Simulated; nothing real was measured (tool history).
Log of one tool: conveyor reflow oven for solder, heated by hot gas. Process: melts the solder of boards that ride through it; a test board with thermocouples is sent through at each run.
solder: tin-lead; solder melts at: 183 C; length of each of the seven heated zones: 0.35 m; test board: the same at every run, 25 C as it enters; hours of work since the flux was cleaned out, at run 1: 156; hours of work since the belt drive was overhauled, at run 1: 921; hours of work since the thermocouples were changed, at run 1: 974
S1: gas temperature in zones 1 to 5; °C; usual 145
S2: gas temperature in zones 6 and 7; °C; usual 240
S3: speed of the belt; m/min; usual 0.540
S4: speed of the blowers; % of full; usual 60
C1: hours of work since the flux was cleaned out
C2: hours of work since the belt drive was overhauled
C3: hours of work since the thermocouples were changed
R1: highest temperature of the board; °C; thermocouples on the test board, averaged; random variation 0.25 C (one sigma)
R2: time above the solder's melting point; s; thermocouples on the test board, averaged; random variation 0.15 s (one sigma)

run,hour,S1,S2,S3,S4,C1,C2,C3,R1,R2
1,0.0,145,240,0.540,60,156,921,974,216.6,59.4
# hour 41.8: flux residue cleaned out of gas plates and filters
2,60.1,152,240,0.540,60,10,952,1005,218.4,64.4
3,86.1,152,240,0.540,60,25,966,1019,218.5,64.3
# hour 95.9: thermocouples of zones 6 and 7 changed
4,120.6,152,240,0.540,60,43,985,14,220.6,66.2
5,153.1,145,240,0.540,60,62,1003,32,218.6,61.6
6,181.1,145,240,0.540,60,77,1019,48,218.7,61.9
7,218.3,145,240,0.540,60,98,1040,69,218.6,61.7
8,270.9,145,240,0.540,60,128,1069,98,218.5,61.5
# hour 283.1: belt drive overhauled, speed set with a stopwatch
9,333.0,145,240,0.540,60,160,28,131,217.5,60.0
# hour 368.0: flux residue cleaned out of gas plates and filters
10,386.1,145,240,0.583,60,10,55,158,215.6,54.0
11,418.0,145,240,0.583,60,28,73,176,215.2,53.6
12,474.0,145,240,0.458,60,60,105,208,223.7,76.9
13,506.4,145,240,0.540,60,78,123,226,218.0,60.5
14,563.5,145,240,0.540,60,110,155,258,218.1,60.2
15,615.6,145,240,0.540,60,139,184,287,218.0,60.2
16,665.4,145,240,0.540,60,167,212,315,217.5,60.0
# hour 687.6: flux residue cleaned out of gas plates and filters
17,698.7,145,240,0.540,88,6,228,331,224.6,66.3
18,743.1,145,240,0.447,89,31,253,356,229.5,83.8
19,781.8,145,232,0.447,68,53,275,378,218.7,75.9
20,814.0,145,232,0.447,68,71,293,396,218.8,76.0
21,839.9,145,232,0.447,68,86,308,411,218.6,75.7
22,894.9,145,232,0.447,68,117,339,442,218.6,75.6
23,934.3,144,240,0.540,60,139,361,464,217.3,59.3
24,968.8,144,240,0.540,60,158,380,483,216.8,59.2
# hour 1005.7: flux residue cleaned out of gas plates and filters
25,1025.3,144,240,0.540,60,11,409,512,217.8,60.4
26,1051.0,145,240,0.540,84,25,424,527,223.5,65.5
27,1111.1,136,242,0.540,60,59,457,561,217.0,56.6
28,1142.5,145,252,0.437,60,77,475,578,233.7,88.8
29,1192.8,145,252,0.437,60,105,503,607,234.4,89.1

Forecast each of these 4 alternatives for the next run:
A,1218.9,149,237,0.540,60,120,518,621,?,?
B,1218.9,145,240,0.453,60,120,518,621,?,?
C,1218.9,158,243,0.608,60,120,518,621,?,?
D,1218.9,132,241,0.540,62,120,518,621,?,?

run,R1,R2
A,215.9,60.1
B,222.8,77.6
C,218.3,58.8
D,215.3,54.1
Without the tool's hidden state the same runs would have given:
run,R1,R2
A,217.8,61.3
B,224.8,78.6
C,220.2,59.8
D,217.4,55.5
